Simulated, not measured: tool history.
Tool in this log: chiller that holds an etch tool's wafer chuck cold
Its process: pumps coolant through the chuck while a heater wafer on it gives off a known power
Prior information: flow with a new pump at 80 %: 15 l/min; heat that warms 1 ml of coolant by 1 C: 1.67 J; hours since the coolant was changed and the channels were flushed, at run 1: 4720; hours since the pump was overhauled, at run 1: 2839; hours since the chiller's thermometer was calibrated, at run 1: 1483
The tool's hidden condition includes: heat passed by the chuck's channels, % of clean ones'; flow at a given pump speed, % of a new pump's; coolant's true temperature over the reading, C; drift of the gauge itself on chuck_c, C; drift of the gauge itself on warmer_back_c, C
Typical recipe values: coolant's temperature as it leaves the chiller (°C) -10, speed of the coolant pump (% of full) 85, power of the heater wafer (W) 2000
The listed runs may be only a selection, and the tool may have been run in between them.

| run | day | coolant's temperature as it leaves the chiller (°C) | speed of the coolant pump (% of full) | power of the heater wafer (W) | hours since the coolant was changed and the channels were flushed | hours since the pump was overhauled | hours since the chiller's thermometer was calibrated | chuck's temperature once it has settled (°C) | how much warmer the coolant comes back (C) |
|---|---|---|---|---|---|---|---|---|---|
| 1 | 0 | -10 | 85 | 2000 | 4720 | 2839 | 1483 | 1.4 | 4.58 |
| 2 | 2.354 | -10 | 85 | 2000 | 4776 | 2895 | 1540 | 1.3 | 4.56 |
| 3 | 5.642 | -10 | 85 | 2000 | 4855 | 2974 | 1619 | 1.4 | 4.52 |
| 4 | 8.975 | -10 | 85 | 2000 | 4935 | 3054 | 1699 | 1.4 | 4.48 |
| 5 | 11.646 | -10 | 85 | 2000 | 4999 | 3118 | 1763 | 1.2 | 4.49 |
| 6 | 13.646 | -10 | 85 | 2000 | 5047 | 3166 | 1811 | 1.3 | 4.5 |
| 7 | 16.188 | -10 | 85 | 2000 | 5108 | 3227 | 1872 | 1.4 | 4.49 |

For run 8, what comes out?
| 8 | 17.717 | -10 | 85 | 2000 | 5145 | 3264 | 1908 | ? | ? |

chuck's temperature once it has settled (°C): 1.5
how much warmer the coolant comes back (C): 4.56
Were there no unlogged condition in the tool, this run, its random variation unchanged, would have produced chuck's temperature once it has settled (°C) 1.4, how much warmer the coolant comes back (C) 4.55.

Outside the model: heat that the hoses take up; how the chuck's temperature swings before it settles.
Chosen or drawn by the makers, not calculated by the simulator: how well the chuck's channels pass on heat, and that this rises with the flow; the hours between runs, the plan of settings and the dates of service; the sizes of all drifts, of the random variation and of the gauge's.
